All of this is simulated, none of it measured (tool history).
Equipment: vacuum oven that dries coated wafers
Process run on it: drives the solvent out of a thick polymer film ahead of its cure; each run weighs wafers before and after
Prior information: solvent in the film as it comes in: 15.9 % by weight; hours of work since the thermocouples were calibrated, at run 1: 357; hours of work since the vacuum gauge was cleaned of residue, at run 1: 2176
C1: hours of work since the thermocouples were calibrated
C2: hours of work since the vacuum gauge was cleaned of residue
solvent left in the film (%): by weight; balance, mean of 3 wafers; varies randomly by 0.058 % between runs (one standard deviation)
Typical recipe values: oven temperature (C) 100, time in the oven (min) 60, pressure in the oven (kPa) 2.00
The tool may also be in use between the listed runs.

Run 1, hour 0.0: usual settings; C1 357; C2 2176. Result: solvent left in the film (%) 3.63.
Run 2, hour 91.9: usual settings; C1 416; C2 2235. Result: solvent left in the film (%) 3.59.
Run 3, hour 154.6: usual settings but time in the oven (min) 91; C1 456; C2 2275. Result: solvent left in the film (%) 2.73.
At hour 160.2: vacuum gauge cleaned of residue and calibrated.
Run 4, hour 219.1: usual settings; C1 496; C2 38. Result: solvent left in the film (%) 3.88.
Run 5, hour 272.4: usual settings; C1 531; C2 72. Result: solvent left in the film (%) 3.85.
Run 6, hour 325.1: usual settings; C1 564; C2 106. Result: solvent left in the film (%) 3.84.
Run 7, hour 416.7: usual settings but pressure in the oven (kPa) 3.46; C1 623; C2 164. Result: solvent left in the film (%) 4.99.
Run 8, hour 457.2: usual settings but oven temperature (C) 114; C1 649; C2 190. Result: solvent left in the film (%) 1.87.
At hour 522.7: oven's thermocouples calibrated.
Run 9, hour 543.1: usual settings but oven temperature (C) 114; C1 13; C2 244. Result: solvent left in the film (%) 2.01.
Run 10, hour 593.9: usual settings but oven temperature (C) 114, time in the oven (min) 83, pressure in the oven (kPa) 3.57; C1 46; C2 277. Result: solvent left in the film (%) 2.65.
Run 11, hour 666.6: usual settings but oven temperature (C) 114, time in the oven (min) 36, pressure in the oven (kPa) 7.90; C1 92; C2 323. Result: solvent left in the film (%) 5.62.

Consider 4 possible next runs. They are alternatives, not a sequence: every one starts from the tool as it was left by run 11. What does each give?
At hour 703.6: vacuum gauge cleaned of residue and calibrated, once more.
Run A, hour 724.5: usual settings but oven temperature (C) 110, time in the oven (min) 51, pressure in the oven (kPa) 1.36; C1 128; C2 13. Result: solvent left in the film (%) ?.
At hour 703.6: vacuum gauge cleaned of residue and calibrated, once more.
Run B, hour 724.5: usual settings but time in the oven (min) 86; C1 128; C2 13. Result: solvent left in the film (%) ?.
At hour 703.6: vacuum gauge cleaned of residue and calibrated, once more.
Run C, hour 724.5: usual settings but oven temperature (C) 107, time in the oven (min) 42, pressure in the oven (kPa) 5.58; C1 128; C2 13. Result: solvent left in the film (%) ?.
At hour 703.6: vacuum gauge cleaned of residue and calibrated, once more.
Run D, hour 724.5: usual settings but oven temperature (C) 114, time in the oven (min) 52, pressure in the oven (kPa) 7.90; C1 128; C2 13. Result: solvent left in the film (%) ?.

run  solvent left in the film (%)
  A                          1.41
  B                          2.16
  C                          4.84
  D                          4.46
The same runs, with their run-to-run variation unchanged, on a tool lacking any hidden condition would have given:
run  solvent left in the film (%)
  A                          1.45
  B                          2.22
  C                          4.94
  D                          4.54

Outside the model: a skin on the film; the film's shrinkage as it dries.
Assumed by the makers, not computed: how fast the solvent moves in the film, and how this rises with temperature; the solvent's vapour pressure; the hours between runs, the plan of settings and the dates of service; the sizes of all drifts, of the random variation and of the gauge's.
